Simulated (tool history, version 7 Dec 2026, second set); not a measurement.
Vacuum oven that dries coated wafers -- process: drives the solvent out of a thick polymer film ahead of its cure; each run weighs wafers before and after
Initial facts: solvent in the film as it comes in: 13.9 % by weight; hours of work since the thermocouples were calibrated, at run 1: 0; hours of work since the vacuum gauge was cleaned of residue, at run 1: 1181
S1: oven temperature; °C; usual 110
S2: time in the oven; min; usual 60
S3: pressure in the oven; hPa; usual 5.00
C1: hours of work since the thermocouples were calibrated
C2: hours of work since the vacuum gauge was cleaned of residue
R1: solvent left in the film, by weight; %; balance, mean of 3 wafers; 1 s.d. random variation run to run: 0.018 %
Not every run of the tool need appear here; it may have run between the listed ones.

| run | hour | S1 | S2 | S3 | C1 | C2 | R1 |
|---|---|---|---|---|---|---|---|
| 1 | 0.0 | 110 | 60 | 5.00 | 0 | 1181 | 1.65 |
| 2 | 38.1 | 110 | 60 | 5.00 | 29 | 1211 | 1.62 |
| 3 | 67.4 | 110 | 60 | 5.00 | 52 | 1234 | 1.65 |
| 4 | 98.0 | 110 | 60 | 5.00 | 76 | 1257 | 1.63 |
| 5 | 123.3 | 110 | 60 | 5.00 | 95 | 1277 | 1.60 |
| 6 | 144.4 | 110 | 60 | 5.00 | 112 | 1293 | 1.61 |
| 7 | 187.0 | 110 | 30 | 5.00 | 144 | 1326 | 4.05 |
| 8 | 222.1 | 110 | 30 | 5.00 | 172 | 1353 | 4.01 |
| 9 | 251.3 | 110 | 45 | 5.00 | 194 | 1376 | 2.48 |
| 10 | 272.8 | 110 | 45 | 5.00 | 211 | 1392 | 2.46 |
| 11 | 314.2 | 110 | 45 | 5.00 | 243 | 1424 | 2.47 |
| 12 | 342.5 | 110 | 45 | 9.47 | 265 | 1446 | 2.61 |
| 13 | 384.8 | 110 | 45 | 9.47 | 297 | 1479 | 2.65 |
| 14 | 426.2 | 110 | 45 | 9.47 | 329 | 1511 | 2.66 |
| 15 | 447.1 | 97 | 60 | 5.00 | 345 | 1527 | 4.08 |
| 16 | 481.5 | 110 | 60 | 2.62 | 372 | 1553 | 1.42 |
| 17 | 529.2 | 110 | 60 | 2.62 | 409 | 1590 | 1.46 |
| 18 | 552.5 | 113 | 60 | 2.62 | 427 | 1608 | 1.01 |
| 19 | 579.3 | 113 | 60 | 2.62 | 448 | 1629 | 1.06 |
| 20 | 600.9 | 113 | 60 | 8.30 | 464 | 1646 | 1.32 |
| 21 | 635.1 | 113 | 60 | 8.30 | 491 | 1672 | 1.30 |
| 22 | 679.8 | 110 | 60 | 5.00 | 525 | 1707 | 1.50 |
| 23 | 713.2 | 110 | 60 | 5.00 | 551 | 1732 | 1.50 |
| 24 | 733.4 | 110 | 60 | 5.00 | 567 | 1748 | 1.51 |
| 25 | 754.4 | 110 | 60 | 5.00 | 583 | 1764 | 1.49 |
| 26 | 802.5 | 118 | 51 | 10.33 | 620 | 1801 | 1.14 |
| 27 | 821.9 | 110 | 60 | 15.72 | 635 | 1816 | 2.04 |
| 28 | 849.9 | 114 | 49 | 5.00 | 657 | 1838 | 1.48 |
| 29 | 888.6 | 120 | 87 | 11.67 | 687 | 1868 | 0.63 |
| 30 | 932.6 | 120 | 64 | 11.99 | 720 | 1902 | 0.77 |
| 31 | 957.1 | 120 | 64 | 11.99 | 739 | 1921 | 0.81 |
| 32 | 987.4 | 120 | 64 | 11.99 | 763 | 1944 | 0.78 |
| 33 | 1028.1 | 98 | 85 | 11.99 | 794 | 1976 | 2.95 |
| 34 | 1058.4 | 100 | 60 | 5.00 | 818 | 1999 | 3.23 |
|  | 1102.1 | oven's thermocouples calibrated |
| 35 | 1105.5 | 100 | 60 | 5.00 | 3 | 2034 | 3.68 |
| 36 | 1130.2 | 110 | 60 | 2.71 | 22 | 2053 | 1.60 |
| 37 | 1167.9 | 120 | 93 | 3.67 | 51 | 2082 | 0.37 |
| 38 | 1202.0 | 113 | 87 | 3.85 | 77 | 2109 | 0.67 |
| 39 | 1222.0 | 113 | 87 | 3.48 | 93 | 2124 | 0.66 |
| 40 | 1243.3 | 113 | 93 | 3.48 | 109 | 2140 | 0.59 |
| 41 | 1267.1 | 103 | 60 | 3.25 | 128 | 2159 | 2.86 |
| 42 | 1312.4 | 103 | 60 | 3.25 | 163 | 2194 | 2.82 |
| 43 | 1346.1 | 103 | 60 | 3.25 | 189 | 2220 | 2.84 |
| 44 | 1365.4 | 103 | 60 | 3.25 | 203 | 2235 | 2.87 |
| 45 | 1402.0 | 108 | 64 | 4.88 | 232 | 2263 | 1.83 |
| 46 | 1427.3 | 97 | 76 | 9.17 | 251 | 2283 | 3.66 |
| 47 | 1450.3 | 113 | 47 | 9.17 | 269 | 2300 | 2.08 |
| 48 | 1484.6 | 111 | 38 | 19.12 | 296 | 2327 | 3.56 |

Some steps in R1, run to run, broken into two amounts with sign: the step expected even without the hidden condition (settings, incoming material, random variation), and the rest, left for the hidden condition together with whatever gauge scatter is not in both the measured and the hidden-condition-free result:
The hidden state here: true wafer temperature over the reading, C; true pressure over the reading, kPa; drift of the gauge itself on solvent_pct, %.
Run 6 -> 7: S2 60 -> 30. R1 +2.44 %: hidden state -0.08, all else +2.52.
Run 15 -> 16: S1 97 -> 110, S3 5.00 -> 2.62. R1 -2.66 %: hidden state +0.05, all else -2.71.
Run 28 -> 29: S1 114 -> 120, S2 49 -> 87, S3 5.00 -> 11.67. R1 -0.85 %: hidden state +0.19, all else -1.04.
Run 32 -> 33: S1 120 -> 98, S2 64 -> 85. R1 +2.17 %: hidden state -0.20, all else +2.37.
Run 34 -> 35: oven's thermocouples calibrated. R1 +0.45 %: hidden state +0.43, all else +0.02.
Run 40 -> 41: S1 113 -> 103, S2 93 -> 60, S3 3.48 -> 3.25. R1 +2.27 %: hidden state -0.04, all else +2.31.
